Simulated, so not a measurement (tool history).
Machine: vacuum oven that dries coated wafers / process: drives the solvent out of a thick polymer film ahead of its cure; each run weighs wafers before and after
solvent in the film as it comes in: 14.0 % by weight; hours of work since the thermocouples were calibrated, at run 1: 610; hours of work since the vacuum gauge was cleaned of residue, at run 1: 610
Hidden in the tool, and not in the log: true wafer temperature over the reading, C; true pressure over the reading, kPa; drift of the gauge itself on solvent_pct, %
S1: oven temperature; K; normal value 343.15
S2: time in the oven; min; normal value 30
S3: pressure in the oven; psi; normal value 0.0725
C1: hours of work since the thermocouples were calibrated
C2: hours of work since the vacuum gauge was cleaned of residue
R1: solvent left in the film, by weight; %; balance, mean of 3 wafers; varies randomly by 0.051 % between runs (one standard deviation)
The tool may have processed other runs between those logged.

{"run": 1, "hour": 0.0, "S1": 343.15, "S2": 30, "S3": 0.0725, "C1": 610, "C2": 610, "R1": 1.29}
{"run": 2, "hour": 16.2, "S1": 343.15, "S2": 30, "S3": 0.0725, "C1": 622, "C2": 622, "R1": 1.37}
{"run": 3, "hour": 32.9, "S1": 343.15, "S2": 30, "S3": 0.0725, "C1": 635, "C2": 635, "R1": 1.25}
{"run": 4, "hour": 55.4, "S1": 343.15, "S2": 30, "S3": 0.0725, "C1": 651, "C2": 651, "R1": 1.28}
{"run": 5, "hour": 73.2, "S1": 343.15, "S2": 30, "S3": 0.0725, "C1": 665, "C2": 665, "R1": 1.32}
{"run": 6, "hour": 87.3, "S1": 355.15, "S2": 30, "S3": 0.0725, "C1": 675, "C2": 675, "R1": 0.54}
{"run": 7, "hour": 107.1, "S1": 355.15, "S2": 30, "S3": 0.0725, "C1": 690, "C2": 690, "R1": 0.56}
{"run": 8, "hour": 120.0, "S1": 343.15, "S2": 30, "S3": 0.0714, "C1": 700, "C2": 700, "R1": 1.25}
{"run": 9, "hour": 139.1, "S1": 343.15, "S2": 30, "S3": 0.0714, "C1": 714, "C2": 714, "R1": 1.21}
{"run": 10, "hour": 158.8, "S1": 343.15, "S2": 30, "S3": 0.0992, "C1": 729, "C2": 729, "R1": 1.54}
{"run": 11, "hour": 172.9, "S1": 343.15, "S2": 30, "S3": 0.0725, "C1": 739, "C2": 739, "R1": 1.3}
{"run": 12, "hour": 189.6, "S1": 343.15, "S2": 30, "S3": 0.0725, "C1": 752, "C2": 752, "R1": 1.24}
{"run": 13, "hour": 199.3, "S1": 343.15, "S2": 18, "S3": 0.0725, "C1": 759, "C2": 759, "R1": 2.32}
{"run": 14, "hour": 210.9, "S1": 343.15, "S2": 18, "S3": 0.0725, "C1": 768, "C2": 768, "R1": 2.42}
{"run": 15, "hour": 229.1, "S1": 343.15, "S2": 18, "S3": 0.0725, "C1": 782, "C2": 782, "R1": 2.42}
{"run": 16, "hour": 243.6, "S1": 343.15, "S2": 18, "S3": 0.0725, "C1": 792, "C2": 792, "R1": 2.44}
{"run": 17, "hour": 253.4, "S1": 343.15, "S2": 18, "S3": 0.0725, "C1": 800, "C2": 800, "R1": 2.37}
{"run": 18, "hour": 273.1, "S1": 346.15, "S2": 18, "S3": 0.0725, "C1": 815, "C2": 815, "R1": 1.85}
{"run": 19, "hour": 283.0, "S1": 343.15, "S2": 30, "S3": 0.0725, "C1": 822, "C2": 822, "R1": 1.26}
{"run": 20, "hour": 293.3, "S1": 343.15, "S2": 30, "S3": 0.0725, "C1": 830, "C2": 830, "R1": 1.29}
{"run": 21, "hour": 309.4, "S1": 340.15, "S2": 18, "S3": 0.1223, "C1": 842, "C2": 842, "R1": 3.44}
{"run": 22, "hour": 325.7, "S1": 352.15, "S2": 30, "S3": 0.21, "C1": 854, "C2": 854, "R1": 1.62}
{"hour": 329.9, "done": "oven's thermocouples calibrated"}
{"run": 23, "hour": 346.7, "S1": 355.15, "S2": 29, "S3": 0.0463, "C1": 13, "C2": 868, "R1": 0.5}
{"run": 24, "hour": 367.4, "S1": 355.15, "S2": 29, "S3": 0.0463, "C1": 28, "C2": 884, "R1": 0.44}
{"run": 25, "hour": 389.0, "S1": 341.15, "S2": 30, "S3": 0.0725, "C1": 44, "C2": 900, "R1": 1.42}
{"run": 26, "hour": 405.5, "S1": 343.15, "S2": 30, "S3": 0.1914, "C1": 57, "C2": 912, "R1": 2.37}
{"run": 27, "hour": 423.1, "S1": 335.15, "S2": 42, "S3": 0.0621, "C1": 70, "C2": 926, "R1": 1.79}
{"run": 28, "hour": 442.2, "S1": 335.15, "S2": 42, "S3": 0.0621, "C1": 84, "C2": 940, "R1": 1.69}
{"run": 29, "hour": 458.8, "S1": 340.15, "S2": 20, "S3": 0.0621, "C1": 97, "C2": 952, "R1": 2.51}
{"run": 30, "hour": 469.1, "S1": 340.15, "S2": 20, "S3": 0.0621, "C1": 104, "C2": 960, "R1": 2.62}
{"run": 31, "hour": 490.5, "S1": 343.15, "S2": 22, "S3": 0.0566, "C1": 120, "C2": 976, "R1": 1.59}
{"run": 32, "hour": 501.8, "S1": 355.15, "S2": 27, "S3": 0.067, "C1": 129, "C2": 985, "R1": 0.65}
{"run": 33, "hour": 518.4, "S1": 334.15, "S2": 34, "S3": 0.1845, "C1": 141, "C2": 997, "R1": 3.77}
{"run": 34, "hour": 532.7, "S1": 339.15, "S2": 23, "S3": 0.2672, "C1": 152, "C2": 1008, "R1": 4.25}
{"run": 35, "hour": 544.1, "S1": 339.15, "S2": 23, "S3": 0.2672, "C1": 161, "C2": 1016, "R1": 4.3}
{"run": 36, "hour": 566.0, "S1": 339.15, "S2": 23, "S3": 0.2482, "C1": 177, "C2": 1033, "R1": 4.19}
{"run": 37, "hour": 588.5, "S1": 339.15, "S2": 23, "S3": 0.2482, "C1": 194, "C2": 1050, "R1": 4.18}
{"run": 38, "hour": 601.2, "S1": 339.15, "S2": 23, "S3": 0.2482, "C1": 203, "C2": 1059, "R1": 4.02}
{"run": 39, "hour": 623.6, "S1": 356.15, "S2": 34, "S3": 0.2482, "C1": 220, "C2": 1076, "R1": 1.58}

3 options for the next run, each taken on its own from the tool as it stands now. Forecast them:
{"run": "A", "hour": 636.8, "S1": 331.15, "S2": 47, "S3": 0.2025, "C1": 230, "C2": 1086, "R1": "?"}
{"run": "B", "hour": 636.8, "S1": 356.15, "S2": 19, "S3": 0.2482, "C1": 230, "C2": 1086, "R1": "?"}
{"run": "C", "hour": 636.8, "S1": 356.15, "S2": 34, "S3": 0.0399, "C1": 230, "C2": 1086, "R1": "?"}

run=A R1=4.19
run=B R1=1.74
run=C R1=0.44
Had the tool no hidden state, the same runs would have come out as:
run=A R1=3.79
run=B R1=1.61
run=C R1=0.24

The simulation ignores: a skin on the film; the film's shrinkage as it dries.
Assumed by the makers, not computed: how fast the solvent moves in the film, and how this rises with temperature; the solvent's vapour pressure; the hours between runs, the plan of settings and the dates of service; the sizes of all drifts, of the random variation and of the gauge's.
